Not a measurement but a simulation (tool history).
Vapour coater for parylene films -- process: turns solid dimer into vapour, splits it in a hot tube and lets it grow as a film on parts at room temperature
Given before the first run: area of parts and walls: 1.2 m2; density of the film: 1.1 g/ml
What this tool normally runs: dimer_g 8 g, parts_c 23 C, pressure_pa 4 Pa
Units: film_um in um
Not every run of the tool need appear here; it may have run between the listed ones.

| run | hour | dimer_g | parts_c | pressure_pa | film_um |
|---|---|---|---|---|---|
| 1 | 0 | 8 | 23 | 4 | 4.67 |
| 2 | 21.8 | 8 | 23 | 4 | 4.72 |
| 3 | 63.2 | 8 | 23 | 4 | 4.63 |
| 4 | 86.6 | 8 | 23 | 4 | 4.67 |
| 5 | 118 | 8 | 23 | 4 | 4.64 |
| 6 | 169.4 | 8 | 23 | 5.87 | 4.43 |
| 7 | 205 | 8 | 23 | 5.87 | 4.41 |
| 8 | 244.2 | 9 | 23 | 5.87 | 4.95 |
| 9 | 269.1 | 8 | 23 | 4 | 4.59 |
| 10 | 307.3 | 8 | 23 | 4 | 4.78 |
| 11 | 349.7 | 8 | 23 | 4 | 4.77 |
| 12 | 393.3 | 5 | 23 | 3.43 | 3.08 |
| 13 | 430.1 | 8 | 30 | 5.75 | 3.5 |
| 14 | 471.7 | 8 | 30 | 5.75 | 3.53 |
| 15 | 495.3 | 6 | 30 | 2.62 | 2.9 |
| 16 | 544.5 | 10 | 21 | 2.32 | 6.73 |
| 17 | 590.8 | 10 | 26 | 5.85 | 4.98 |
| 18 | 643 | 8 | 23 | 10.3 | 4.22 |
| 19 | 669.4 | 8 | 21 | 4 | 4.98 |
| 20 | 723.4 | 8 | 20 | 4 | 5.29 |
| 21 | 764.5 | 8 | 23 | 5.86 | 4.53 |
| 22 | 795.4 | 8 | 23 | 5.86 | 4.52 |

Missing from the log above: 2 entries noted between runs. For each, name the pair of listed runs it sits between and say how the tool's hidden condition differs from the listed run just before to the listed run just after:
Between runs 9 and 10: trap's valve overhauled (hour 280.4)
  vapour lost through the trap's worn valve, %: 4.9 -> 0.3; true temperature of the parts over the reading, C: 0.49 -> 0.51
  measured minus no-state result, film_um: -0.32 -> -0.1 um
Between runs 19 and 20: table's thermometer calibrated (hour 723.4)
  vapour lost through the trap's worn valve, %: 2.4 -> 2.7; true temperature of the parts over the reading, C: 0.77 -> -0.06
  measured minus no-state result, film_um: -0.27 -> -0.13 um

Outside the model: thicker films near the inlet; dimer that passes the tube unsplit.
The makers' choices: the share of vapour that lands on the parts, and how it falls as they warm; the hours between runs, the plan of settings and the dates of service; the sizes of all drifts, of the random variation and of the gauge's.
